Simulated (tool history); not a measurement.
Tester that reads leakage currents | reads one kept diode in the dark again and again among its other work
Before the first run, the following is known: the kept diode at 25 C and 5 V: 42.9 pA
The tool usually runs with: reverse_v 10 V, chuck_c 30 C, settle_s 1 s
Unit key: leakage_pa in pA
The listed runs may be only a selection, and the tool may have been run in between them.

run	day	reverse_v	chuck_c	settle_s	leakage_pa
1	0	10	30	1	96.18
2	5.029	10	30	1	97.91
3	10.992	10	30	1.71	100.04
# day 11.454: probe card cleaned and baked
4	18.704	10	30	5.21	102.99
5	26.638	10	30	5.21	106.14
# day 29.817: chuck's temperature calibrated
6	33.042	10	30	5.21	94.83
7	36.946	5.8	57	0.73	673.04
# day 41.721: probe card cleaned and baked, once more
8	43.942	5.8	57	0.73	684.13
9	49.771	9.7	30	1	97.11
10	55.633	17.1	30	1	128.76
11	59.154	18.3	35	1	204.8

Predict each of these 5 candidate next runs independently; none follows another, all start after run 11:
A	66.838	10	55	1.55	?
B	66.838	2	30	0.4	?
C	66.838	10.9	30	1	?
D	66.838	10	35	1	?
E	66.838	16.7	35	1	?

run	leakage_pa
A	796.19
B	51.15
C	109.92
D	160.23
E	202.92
Take away the tool's hidden state, keep each run's random variation, and the runs would have read:
run	leakage_pa
A	736.12
B	46.34
C	97.89
D	144.58
E	182.13

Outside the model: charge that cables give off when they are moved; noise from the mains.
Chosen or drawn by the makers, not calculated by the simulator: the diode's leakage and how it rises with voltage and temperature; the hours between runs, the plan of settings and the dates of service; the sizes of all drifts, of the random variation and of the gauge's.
